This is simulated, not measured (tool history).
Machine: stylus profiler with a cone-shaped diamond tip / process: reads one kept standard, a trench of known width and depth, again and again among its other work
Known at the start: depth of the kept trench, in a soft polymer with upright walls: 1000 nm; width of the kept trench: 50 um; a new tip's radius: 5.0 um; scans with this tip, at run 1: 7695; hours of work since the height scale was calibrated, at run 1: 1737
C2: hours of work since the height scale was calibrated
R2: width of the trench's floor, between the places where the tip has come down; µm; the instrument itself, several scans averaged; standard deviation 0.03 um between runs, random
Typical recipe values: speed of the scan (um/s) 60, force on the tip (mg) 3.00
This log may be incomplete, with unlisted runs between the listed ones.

Run 1, hour 0.0: usual settings; scans with this tip 7695; C2 1737. Result: depth of the trench (nm) 1009.67, R2 43.01 µm.
Run 2, hour 59.3: usual settings; scans with this tip 7868; C2 1776. Result: depth of the trench (nm) 1009.69, R2 43.06 µm.
Run 3, hour 145.3: usual settings; scans with this tip 8118; C2 1832. Result: depth of the trench (nm) 1009.76, R2 43.00 µm.
Run 4, hour 204.0: usual settings; scans with this tip 8288; C2 1871. Result: depth of the trench (nm) 1009.81, R2 42.98 µm.
Run 5, hour 277.2: usual settings but speed of the scan (um/s) 47; scans with this tip 8501; C2 1919. Result: depth of the trench (nm) 1009.70, R2 43.04 µm.
Run 6, hour 335.0: usual settings but speed of the scan (um/s) 47; scans with this tip 8669; C2 1957. Result: depth of the trench (nm) 1009.81, R2 43.01 µm.
At hour 357.1: height scale calibrated on a step standard.
Run 7, hour 416.8: usual settings but speed of the scan (um/s) 47; scans with this tip 8905; C2 39. Result: depth of the trench (nm) 1011.83, R2 42.99 µm.
Run 8, hour 505.9: usual settings but speed of the scan (um/s) 47; scans with this tip 9164; C2 98. Result: depth of the trench (nm) 1011.72, R2 42.97 µm.

Predict the results of run 9:
Run 9, hour 555.7: usual settings but speed of the scan (um/s) 231, force on the tip (mg) 1.34; scans with this tip 9309; C2 130. Result: depth of the trench (nm) ?, R2 ?.

depth of the trench (nm): 1008.85
R2: 42.29 µm
Take away the tool's hidden state, keep the run-to-run variation as it was, and the same run would have given depth of the trench (nm) 1003.65, R2 43.23 µm.
